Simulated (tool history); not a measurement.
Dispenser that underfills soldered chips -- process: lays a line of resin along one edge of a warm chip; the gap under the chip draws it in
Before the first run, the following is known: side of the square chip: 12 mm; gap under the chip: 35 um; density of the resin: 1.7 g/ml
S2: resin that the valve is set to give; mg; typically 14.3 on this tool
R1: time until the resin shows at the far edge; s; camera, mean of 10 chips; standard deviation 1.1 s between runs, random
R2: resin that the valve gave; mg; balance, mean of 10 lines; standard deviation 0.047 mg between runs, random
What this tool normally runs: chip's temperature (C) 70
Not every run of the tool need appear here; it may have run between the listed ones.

Run 1, hour 0.0: usual settings. Result: R1 121.5 s, R2 14.16 mg.
At hour 13.2: new syringe of resin.
Run 2, hour 13.6: usual settings. Result: R1 101.1 s, R2 13.94 mg.
Run 3, hour 19.3: usual settings but chip's temperature (C) 81. Result: R1 74.0 s, R2 13.84 mg.
Run 4, hour 30.7: usual settings but chip's temperature (C) 81. Result: R1 108.7 s, R2 13.90 mg.
At hour 31.8: new syringe of resin.
Run 5, hour 40.5: usual settings but chip's temperature (C) 71. Result: R1 126.0 s, R2 13.81 mg.
At hour 50.0: new syringe of resin.
Run 6, hour 53.6: usual settings but chip's temperature (C) 71. Result: R1 106.2 s, R2 13.80 mg.
Run 7, hour 60.2: usual settings but S2 15.3 mg. Result: R1 137.2 s, R2 14.76 mg.
At hour 68.0: new syringe of resin.
Run 8, hour 70.5: usual settings but S2 15.3 mg. Result: R1 106.1 s, R2 14.71 mg.
Run 9, hour 84.2: usual settings but S2 15.3 mg. Result: R1 168.3 s, R2 14.57 mg.
At hour 86.8: new syringe of resin.
Run 10, hour 90.8: usual settings but S2 15.3 mg. Result: R1 109.7 s, R2 14.63 mg.
Run 11, hour 99.6: usual settings but S2 15.3 mg. Result: R1 150.6 s, R2 14.54 mg.
At hour 105.2: new syringe of resin.
Run 12, hour 110.1: usual settings but S2 15.3 mg. Result: R1 114.2 s, R2 14.55 mg.
Run 13, hour 121.9: usual settings but chip's temperature (C) 62, S2 15.3 mg. Result: R1 251.6 s, R2 14.44 mg.
At hour 123.7: new syringe of resin.
Run 14, hour 132.1: usual settings but S2 14.0 mg. Result: R1 131.3 s, R2 13.15 mg.
At hour 134.3: dispensing valve cleaned and set on the balance.
Run 15, hour 141.4: usual settings but chip's temperature (C) 84. Result: R1 90.3 s, R2 14.31 mg.
At hour 142.7: new syringe of resin.
Run 16, hour 152.0: usual settings. Result: R1 132.1 s, R2 14.20 mg.
Run 17, hour 158.6: usual settings. Result: R1 166.3 s, R2 14.23 mg.
At hour 160.8: new syringe of resin.
Run 18, hour 165.4: usual settings but chip's temperature (C) 56. Result: R1 222.5 s, R2 14.25 mg.
Run 19, hour 175.9: usual settings but chip's temperature (C) 76, S2 17.1 mg. Result: R1 119.1 s, R2 16.83 mg.
At hour 179.2: new syringe of resin.
Run 20, hour 185.6: usual settings but chip's temperature (C) 62, S2 13.6 mg. Result: R1 178.3 s, R2 13.34 mg.
Run 21, hour 193.4: usual settings but chip's temperature (C) 82, S2 13.6 mg. Result: R1 90.9 s, R2 13.34 mg.
At hour 198.2: new syringe of resin.
Run 22, hour 204.3: usual settings but chip's temperature (C) 82, S2 13.6 mg. Result: R1 68.2 s, R2 13.34 mg.
Run 23, hour 212.8: usual settings but chip's temperature (C) 80, S2 12.4 mg. Result: R1 98.9 s, R2 12.14 mg.

What will run 24 give?
At hour 216.3: new syringe of resin.
Run 24, hour 224.2: usual settings but chip's temperature (C) 80, S2 12.4 mg. Result: R1 ?, R2 ?.

{"run 24": {"R1": 81.3, "R2": 11.99}}
Take away the tool's hidden state, keep the run-to-run variation as it was, and the same run would have given R1 67.8 s, R2 12.32 mg.

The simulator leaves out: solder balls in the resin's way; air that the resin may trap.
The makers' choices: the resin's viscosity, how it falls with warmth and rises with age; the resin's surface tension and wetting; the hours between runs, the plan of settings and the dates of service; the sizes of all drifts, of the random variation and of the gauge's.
